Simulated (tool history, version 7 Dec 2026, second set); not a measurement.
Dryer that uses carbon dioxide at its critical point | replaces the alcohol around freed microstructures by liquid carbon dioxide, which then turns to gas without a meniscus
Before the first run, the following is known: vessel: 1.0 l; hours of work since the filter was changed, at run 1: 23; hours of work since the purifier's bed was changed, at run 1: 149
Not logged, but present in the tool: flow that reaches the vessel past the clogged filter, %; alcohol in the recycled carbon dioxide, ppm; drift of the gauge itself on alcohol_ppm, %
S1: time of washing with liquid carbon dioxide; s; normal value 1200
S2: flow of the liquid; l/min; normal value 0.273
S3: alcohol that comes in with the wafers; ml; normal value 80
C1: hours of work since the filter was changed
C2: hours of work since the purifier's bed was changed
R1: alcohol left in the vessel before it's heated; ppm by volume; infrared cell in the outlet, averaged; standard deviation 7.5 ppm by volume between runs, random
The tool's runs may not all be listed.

| run | hour | S1 | S2 | S3 | C1 | C2 | R1 |
|---|---|---|---|---|---|---|---|
| 1 | 0.0 | 1200 | 0.273 | 80 | 23 | 149 | 432 |
| 2 | 10.7 | 1200 | 0.273 | 80 | 31 | 157 | 431 |
| 3 | 24.9 | 1200 | 0.273 | 80 | 43 | 169 | 444 |
| 4 | 35.2 | 1200 | 0.273 | 30 | 51 | 177 | 180 |
| 5 | 48.5 | 1200 | 0.273 | 80 | 61 | 187 | 450 |
| 6 | 57.3 | 1200 | 0.273 | 80 | 68 | 194 | 447 |
| 7 | 70.9 | 1200 | 0.273 | 80 | 79 | 205 | 442 |
| 8 | 77.8 | 1200 | 0.198 | 80 | 84 | 210 | 1731 |
| 9 | 86.1 | 1200 | 0.273 | 80 | 91 | 217 | 460 |
| 10 | 95.5 | 1200 | 0.273 | 97 | 98 | 224 | 523 |
| 11 | 103.3 | 1440 | 0.273 | 80 | 104 | 230 | 179 |
| 12 | 110.3 | 1440 | 0.273 | 80 | 110 | 236 | 193 |
| 13 | 123.2 | 720 | 0.273 | 80 | 120 | 246 | 3510 |
| 14 | 135.8 | 1500 | 0.273 | 80 | 130 | 256 | 167 |
| 15 | 145.8 | 1200 | 0.273 | 32 | 138 | 264 | 229 |
| 16 | 159.3 | 1200 | 0.273 | 32 | 148 | 274 | 225 |
| 17 | 168.7 | 1200 | 0.273 | 32 | 156 | 282 | 231 |
| 18 | 182.0 | 1200 | 0.273 | 32 | 166 | 292 | 218 |
| 19 | 191.9 | 1200 | 0.208 | 80 | 174 | 300 | 1548 |
| 20 | 203.4 | 1200 | 0.273 | 80 | 183 | 309 | 505 |
| 21 | 215.3 | 1200 | 0.273 | 80 | 192 | 319 | 505 |
| 22 | 229.7 | 1200 | 0.206 | 80 | 204 | 330 | 1625 |
| 23 | 242.7 | 1200 | 0.206 | 80 | 214 | 340 | 1623 |
| 24 | 256.5 | 1020 | 0.409 | 78 | 225 | 351 | 187 |
| 25 | 264.7 | 1080 | 0.321 | 55 | 231 | 357 | 313 |
| 26 | 278.3 | 960 | 0.273 | 113 | 242 | 368 | 1936 |
| 27 | 286.1 | 1200 | 0.204 | 80 | 248 | 374 | 1753 |
| 28 | 297.1 | 1200 | 0.204 | 80 | 257 | 383 | 1763 |
| 29 | 307.7 | 1620 | 0.204 | 77 | 265 | 391 | 483 |
| 30 | 317.8 | 840 | 0.231 | 50 | 273 | 399 | 2556 |
| 31 | 330.4 | 1800 | 0.212 | 112 | 283 | 409 | 359 |
| 32 | 337.5 | 1800 | 0.212 | 112 | 289 | 415 | 362 |
| 33 | 347.1 | 1800 | 0.212 | 112 | 296 | 422 | 356 |
| 34 | 354.1 | 1200 | 0.279 | 114 | 302 | 428 | 716 |
| 35 | 364.3 | 1200 | 0.279 | 114 | 310 | 436 | 713 |
| 36 | 372.1 | 1200 | 0.296 | 80 | 316 | 442 | 416 |
| 37 | 378.6 | 1200 | 0.296 | 80 | 321 | 447 | 406 |
| 38 | 389.0 | 1200 | 0.296 | 80 | 329 | 455 | 417 |
| 39 | 400.3 | 1260 | 0.243 | 91 | 338 | 464 | 881 |
| 40 | 408.8 | 840 | 0.245 | 30 | 345 | 471 | 1305 |
| 41 | 417.8 | 1500 | 0.395 | 27 | 352 | 478 | 92 |
| 42 | 431.4 | 1200 | 0.452 | 26 | 363 | 489 | 98 |
| 43 | 441.1 | 960 | 0.209 | 57 | 370 | 496 | 2581 |
| 44 | 447.8 | 960 | 0.209 | 57 | 375 | 502 | 2678 |
| 45 | 459.8 | 1140 | 0.209 | 53 | 385 | 511 | 1424 |
| 46 | 467.1 | 1620 | 0.382 | 27 | 391 | 517 | 95 |

Each run again, without the hidden state but with its own random variation kept:
| run | R1 |
|---|---|
| 1 | 381 |
| 2 | 376 |
| 3 | 383 |
| 4 | 136 |
| 5 | 379 |
| 6 | 374 |
| 7 | 366 |
| 8 | 1563 |
| 9 | 374 |
| 10 | 428 |
| 11 | 118 |
| 12 | 129 |
| 13 | 3188 |
| 14 | 103 |
| 15 | 154 |
| 16 | 150 |
| 17 | 152 |
| 18 | 139 |
| 19 | 1299 |
| 20 | 372 |
| 21 | 370 |
| 22 | 1339 |
| 23 | 1326 |
| 24 | 96 |
| 25 | 198 |
| 26 | 1547 |
| 27 | 1404 |
| 28 | 1404 |
| 29 | 320 |
| 30 | 2123 |
| 31 | 210 |
| 32 | 213 |
| 33 | 205 |
| 34 | 480 |
| 35 | 470 |
| 36 | 244 |
| 37 | 237 |
| 38 | 241 |
| 39 | 597 |
| 40 | 1000 |
| 41 | 6 |
| 42 | 9 |
| 43 | 2023 |
| 44 | 2092 |
| 45 | 1032 |
| 46 | 2 |

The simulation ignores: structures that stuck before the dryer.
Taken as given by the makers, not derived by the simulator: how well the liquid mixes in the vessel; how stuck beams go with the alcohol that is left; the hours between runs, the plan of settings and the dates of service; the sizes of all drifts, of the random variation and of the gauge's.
